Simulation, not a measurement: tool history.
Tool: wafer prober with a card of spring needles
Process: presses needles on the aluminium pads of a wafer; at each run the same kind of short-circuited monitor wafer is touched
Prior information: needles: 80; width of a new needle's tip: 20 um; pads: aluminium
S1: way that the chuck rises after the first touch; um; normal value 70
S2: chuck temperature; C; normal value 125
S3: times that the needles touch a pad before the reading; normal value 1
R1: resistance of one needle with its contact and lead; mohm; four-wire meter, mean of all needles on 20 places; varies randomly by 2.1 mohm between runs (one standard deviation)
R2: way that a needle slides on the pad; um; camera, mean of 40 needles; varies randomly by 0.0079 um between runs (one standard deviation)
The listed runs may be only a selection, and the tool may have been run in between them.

run	hour	S1	S2	S3	R1	R2
1	0	70	125	1	240	10.083
2	32	70	125	1	241	10.054
3	78.3	70	125	1	237	10.037
4	104.4	70	125	2	236	10.029
5	143.2	70	125	2	237	10.006
6	179.2	70	41	2	216	9.976
7	203.3	70	41	2	215	9.969
8	257	70	41	2	219	9.938
9	287.8	55	99	2	240	7.8
10	340.1	55	99	2	242	7.772
11	381.2	55	99	2	240	7.772
12	424	55	99	2	240	7.754
13	447.7	83	61	2	221	11.68
14	498.4	75	26	2	212	10.528
15	550.5	61	99	1	236	8.539
16	576.4	61	99	1	236	8.775

Between the runs listed above, the log contained 25 entries, not reproduced here. Where in the sequence does each belong, and how does what the log doesn't record of the tool's condition differ from the listed run before to the listed run after?
Logged between run 1 and run 2: tips cleaned on abrasive film (hour 5.4); tips cleaned on abrasive film (hour 32)
  debris on the tips, nm: 1.3 -> 0.2; drift of the gauge itself on scrub_um, %: 0 -> -0.16
  difference, measured minus the result without the unlogged condition, R2: +0 -> -0.017 um
Logged between run 2 and run 3: tips cleaned on abrasive film (hour 56.7)
  debris on the tips, nm: 0.2 -> 1.3; drift of the gauge itself on scrub_um, %: -0.16 -> -0.4
  difference, measured minus the result without the unlogged condition, R2: -0.017 -> -0.041 um
Logged between run 3 and run 4: tips cleaned on abrasive film (hour 83.3)
  drift of the gauge itself on scrub_um, %: -0.4 -> -0.53
  difference, measured minus the result without the unlogged condition, R2: -0.041 -> -0.055 um
Logged between run 4 and run 5: tips cleaned on abrasive film (hour 112.2); height of the first contact set anew (hour 135.3); tips cleaned on abrasive film (hour 138.4)
  debris on the tips, nm: 1.3 -> 0.8; way that the needles fall short of the set height, um: 0.01 -> 0; drift of the gauge itself on scrub_um, %: -0.53 -> -0.73
  difference, measured minus the result without the unlogged condition, R2: -0.055 -> -0.073 um
Logged between run 5 and run 6: tips cleaned on abrasive film (hour 164.9)
  debris on the tips, nm: 0.8 -> 1.3; drift of the gauge itself on scrub_um, %: -0.73 -> -0.91
  difference, measured minus the result without the unlogged condition, R2: -0.073 -> -0.092 um
Logged between run 6 and run 7: tips cleaned on abrasive film (hour 192.2)
  debris on the tips, nm: 1.3 -> 1.2; drift of the gauge itself on scrub_um, %: -0.91 -> -1.03
  difference, measured minus the result without the unlogged condition, R2: -0.092 -> -0.105 um
Logged between run 7 and run 8: tips cleaned on abrasive film (hour 219); tips cleaned on abrasive film (hour 244.6)
  debris on the tips, nm: 1.2 -> 1.3; way that the needles fall short of the set height, um: 0 -> 0.01; drift of the gauge itself on scrub_um, %: -1.03 -> -1.31
  difference, measured minus the result without the unlogged condition, R2: -0.105 -> -0.133 um
Logged between run 8 and run 9: tips cleaned on abrasive film (hour 269.4)
  drift of the gauge itself on scrub_um, %: -1.31 -> -1.47
  difference, measured minus the result without the unlogged condition, R2: -0.133 -> -0.117 um
Logged between run 9 and run 10: tips cleaned on abrasive film (hour 296.8); tips cleaned on abrasive film (hour 324.7)
  drift of the gauge itself on scrub_um, %: -1.47 -> -1.73
  difference, measured minus the result without the unlogged condition, R2: -0.117 -> -0.138 um
Logged between run 10 and run 11: tips cleaned on abrasive film (hour 349.5); tips cleaned on abrasive film (hour 373.8); height of the first contact set anew (hour 374.1)
  debris on the tips, nm: 1.3 -> 1.1; way that the needles fall short of the set height, um: 0.01 -> 0; drift of the gauge itself on scrub_um, %: -1.73 -> -1.94
  difference, measured minus the result without the unlogged condition, R2: -0.138 -> -0.154 um
Logged between run 11 and run 12: tips cleaned on abrasive film (hour 400.9)
  debris on the tips, nm: 1.1 -> 1.3; drift of the gauge itself on scrub_um, %: -1.94 -> -2.16
  difference, measured minus the result without the unlogged condition, R2: -0.154 -> -0.171 um
Logged between run 12 and run 13: tips cleaned on abrasive film (hour 429.4)
  drift of the gauge itself on scrub_um, %: -2.16 -> -2.28
  difference, measured minus the result without the unlogged condition, R2: -0.171 -> -0.273 um
Logged between run 13 and run 14: tips cleaned on abrasive film (hour 454.6); tips cleaned on abrasive film (hour 481.3)
  way that the needles fall short of the set height, um: 0 -> 0.01; drift of the gauge itself on scrub_um, %: -2.28 -> -2.54
  difference, measured minus the result without the unlogged condition, R2: -0.273 -> -0.274 um
Logged between run 14 and run 15: tips cleaned on abrasive film (hour 507); tips cleaned on abrasive film (hour 534)
  drift of the gauge itself on scrub_um, %: -2.54 -> -2.8
  difference, measured minus the result without the unlogged condition, R2: -0.274 -> -0.247 um
Logged between run 15 and run 16: gauge calibrated (hour 560.2); tips cleaned on abrasive film (hour 560.3)
  drift of the gauge itself on scrub_um, %: -2.8 -> -0.08
  difference, measured minus the result without the unlogged condition, R2: -0.247 -> -0.008 um

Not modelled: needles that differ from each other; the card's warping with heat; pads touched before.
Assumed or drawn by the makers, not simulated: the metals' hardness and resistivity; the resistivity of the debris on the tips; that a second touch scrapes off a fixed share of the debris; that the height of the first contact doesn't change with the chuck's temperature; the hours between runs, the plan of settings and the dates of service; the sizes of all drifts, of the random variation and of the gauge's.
